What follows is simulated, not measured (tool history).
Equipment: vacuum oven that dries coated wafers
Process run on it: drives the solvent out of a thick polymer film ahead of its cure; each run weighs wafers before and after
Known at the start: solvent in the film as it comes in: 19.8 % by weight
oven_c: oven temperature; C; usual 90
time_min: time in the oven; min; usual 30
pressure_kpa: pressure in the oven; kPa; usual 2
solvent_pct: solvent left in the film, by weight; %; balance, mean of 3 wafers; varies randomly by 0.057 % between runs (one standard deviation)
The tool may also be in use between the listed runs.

Run 1, hour 0: usual settings. Result: solvent_pct 3.21 %.
Run 2, hour 42.2: usual settings but pressure_kpa 1.57 kPa. Result: solvent_pct 2.86 %.
Run 3, hour 94.7: usual settings but pressure_kpa 1.57 kPa. Result: solvent_pct 2.93 %.
Run 4, hour 153.5: usual settings but pressure_kpa 5.48 kPa. Result: solvent_pct 5.4 %.
Run 5, hour 207.5: usual settings. Result: solvent_pct 3.26 %.
Run 6, hour 244.1: usual settings. Result: solvent_pct 3.26 %.
Run 7, hour 287.3: usual settings but oven_c 80 C. Result: solvent_pct 6.63 %.
Run 8, hour 315.6: usual settings but oven_c 80 C. Result: solvent_pct 6.49 %.
Run 9, hour 358: usual settings but oven_c 80 C. Result: solvent_pct 6.49 %.
Run 10, hour 414.5: usual settings but oven_c 80 C. Result: solvent_pct 6.61 %.
Run 11, hour 455.6: usual settings but time_min 34 min. Result: solvent_pct 2.92 %.

Run 12 has not been measured yet. What should we expect?
Run 12, hour 513.9: usual settings but time_min 34 min. Result: solvent_pct ?.

Run 12 gave solvent_pct 2.93 %.
Take away the tool's hidden state, keep the run-to-run variation as it was, and the same run would have given solvent_pct 2.27 %.

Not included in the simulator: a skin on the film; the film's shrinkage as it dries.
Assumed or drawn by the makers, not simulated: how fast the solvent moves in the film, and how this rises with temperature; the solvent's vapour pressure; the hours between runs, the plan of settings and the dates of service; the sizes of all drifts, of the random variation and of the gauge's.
